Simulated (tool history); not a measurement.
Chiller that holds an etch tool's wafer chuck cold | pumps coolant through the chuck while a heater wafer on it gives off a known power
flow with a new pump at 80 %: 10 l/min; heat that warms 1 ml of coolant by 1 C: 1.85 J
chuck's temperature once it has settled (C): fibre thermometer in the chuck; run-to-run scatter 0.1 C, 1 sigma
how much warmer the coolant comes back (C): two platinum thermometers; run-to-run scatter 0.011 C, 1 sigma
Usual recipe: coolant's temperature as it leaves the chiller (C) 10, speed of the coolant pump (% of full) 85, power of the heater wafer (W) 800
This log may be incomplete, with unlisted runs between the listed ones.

run,hour,coolant's temperature as it leaves the chiller (C),speed of the coolant pump (% of full),power of the heater wafer (W),chuck's temperature once it has settled (C),how much warmer the coolant comes back (C)
1,0,10,85,800,17,2.54
2,97.8,10,93,800,16.4,2.29
3,274.2,10,62,800,18.7,3.64
# hour 419: chiller's thermometer calibrated
4,474.2,10,62,800,17.6,3.64
5,585.2,10,85,918,16.7,2.93
6,674.8,10,85,918,16.9,2.94
7,857.2,10,85,918,17,2.93
8,1006.2,10,85,800,15.9,2.57
9,1108.4,10,85,800,16.2,2.56
10,1299.2,10,85,800,16.4,2.59
# hour 1410.6: coolant changed, channels flushed
11,1410.6,3,97,492,6.2,1.35
12,1593.1,3,97,492,6.2,1.38
13,1744.7,14,64,405,17.7,1.79
14,1876.2,10,77,800,16.2,2.92
15,2047.8,10,67,800,17.1,3.4
# hour 2133.6: coolant pump overhauled
16,2150.7,10,67,800,16.8,3.18
17,2322.8,10,67,800,16.9,3.19

Run 18 is up next; what results do you expect?
18,2438.7,10,67,800,?,?

chuck's temperature once it has settled (C): 16.9
how much warmer the coolant comes back (C): 3.18
Minus the tool's unlogged condition, the same run would have read chuck's temperature once it has settled (C) 16.2, how much warmer the coolant comes back (C) 3.17.
